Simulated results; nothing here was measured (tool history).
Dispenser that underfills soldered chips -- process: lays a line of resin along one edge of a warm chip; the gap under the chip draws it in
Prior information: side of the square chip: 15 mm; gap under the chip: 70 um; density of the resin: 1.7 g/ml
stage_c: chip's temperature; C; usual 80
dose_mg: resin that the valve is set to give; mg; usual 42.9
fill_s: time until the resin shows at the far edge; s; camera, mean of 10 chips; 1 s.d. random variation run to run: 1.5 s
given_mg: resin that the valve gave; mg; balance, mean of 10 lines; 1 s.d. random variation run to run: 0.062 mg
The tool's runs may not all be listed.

run 1 hour=0 | stage_c=80 dose_mg=42.9 | fill_s=179.7 given_mg=41.96
run 2 hour=4.7 | stage_c=80 dose_mg=42.9 | fill_s=234.7 given_mg=41.96
-- hour=6.9 new syringe of resin
run 3 hour=9.4 | stage_c=80 dose_mg=42.9 | fill_s=172 given_mg=41.95
run 4 hour=11.4 | stage_c=80 dose_mg=42.9 | fill_s=187.5 given_mg=41.89
run 5 hour=13.8 | stage_c=80 dose_mg=42.9 | fill_s=214.5 given_mg=41.79
run 6 hour=17 | stage_c=80 dose_mg=42.9 | fill_s=253.1 given_mg=41.87
-- hour=17.7 new syringe of resin
run 7 hour=21.6 | stage_c=80 dose_mg=42.9 | fill_s=179.6 given_mg=41.71
run 8 hour=24.2 | stage_c=80 dose_mg=42.9 | fill_s=211.8 given_mg=41.76
run 9 hour=27.7 | stage_c=80 dose_mg=42.9 | fill_s=253 given_mg=41.81
-- hour=28.6 new syringe of resin
-- hour=31.1 dispensing valve cleaned and set on the balance
run 10 hour=32.6 | stage_c=80 dose_mg=42.9 | fill_s=175.9 given_mg=42.89
run 11 hour=35.3 | stage_c=80 dose_mg=42.9 | fill_s=200.4 given_mg=42.85
run 12 hour=38.8 | stage_c=80 dose_mg=42.9 | fill_s=239.8 given_mg=42.84
-- hour=40.7 new syringe of resin
run 13 hour=41.2 | stage_c=80 dose_mg=42.9 | fill_s=148.3 given_mg=42.79
run 14 hour=44.6 | stage_c=80 dose_mg=42.9 | fill_s=179.9 given_mg=42.84
run 15 hour=47.2 | stage_c=80 dose_mg=43.7 | fill_s=206.6 given_mg=43.45
-- hour=51.5 new syringe of resin
run 16 hour=52 | stage_c=80 dose_mg=42.9 | fill_s=147.6 given_mg=42.65
run 17 hour=56.1 | stage_c=68 dose_mg=43.8 | fill_s=259.8 given_mg=43.64
run 18 hour=60.7 | stage_c=89 dose_mg=40.5 | fill_s=182.6 given_mg=40.22
-- hour=62.3 new syringe of resin
run 19 hour=64.2 | stage_c=89 dose_mg=43 | fill_s=130.2 given_mg=42.69
run 20 hour=68 | stage_c=90 dose_mg=41.9 | fill_s=152.7 given_mg=41.66
run 21 hour=70.8 | stage_c=75 dose_mg=44.9 | fill_s=266.2 given_mg=44.53
-- hour=73.2 new syringe of resin
run 22 hour=73.8 | stage_c=72 dose_mg=45.9 | fill_s=188.1 given_mg=45.55
run 23 hour=77.8 | stage_c=80 dose_mg=49.1 | fill_s=183.7 given_mg=48.55
run 24 hour=80.6 | stage_c=65 dose_mg=45.3 | fill_s=335.8 given_mg=44.87
-- hour=84 new syringe of resin
run 25 hour=84 | stage_c=65 dose_mg=45.3 | fill_s=228.2 given_mg=44.76
run 26 hour=87 | stage_c=65 dose_mg=45.3 | fill_s=261.3 given_mg=44.71
run 27 hour=89.6 | stage_c=65 dose_mg=45.3 | fill_s=306.5 given_mg=44.65
run 28 hour=91.7 | stage_c=77 dose_mg=48.7 | fill_s=235.6 given_mg=48.12
-- hour=94.7 new syringe of resin
run 29 hour=96 | stage_c=77 dose_mg=48.7 | fill_s=168.4 given_mg=47.94
run 30 hour=100.6 | stage_c=77 dose_mg=48.7 | fill_s=211.2 given_mg=47.91
run 31 hour=102.9 | stage_c=77 dose_mg=48.7 | fill_s=244.1 given_mg=47.97
-- hour=105.4 new syringe of resin
run 32 hour=106.8 | stage_c=77 dose_mg=48.7 | fill_s=167.2 given_mg=47.77

4 options for the next run, each taken on its own from the tool as it stands now. Forecast them:
run A hour=111.5 | stage_c=76 dose_mg=42.9 | fill_s=? given_mg=?
run B hour=111.5 | stage_c=75 dose_mg=48.7 | fill_s=? given_mg=?
run C hour=111.5 | stage_c=82 dose_mg=40.2 | fill_s=? given_mg=?
run D hour=111.5 | stage_c=75 dose_mg=42.9 | fill_s=? given_mg=?

run=A fill_s=225.4 given_mg=42.17
run=B fill_s=227.8 given_mg=47.92
run=C fill_s=189.2 given_mg=39.57
run=D fill_s=232.4 given_mg=42.13
The same runs, with their run-to-run variation unchanged, on a tool lacking any hidden condition would have given:
run=A fill_s=162.8 given_mg=42.89
run=B fill_s=164.7 given_mg=48.74
run=C fill_s=136.6 given_mg=40.25
run=D fill_s=167.8 given_mg=42.85
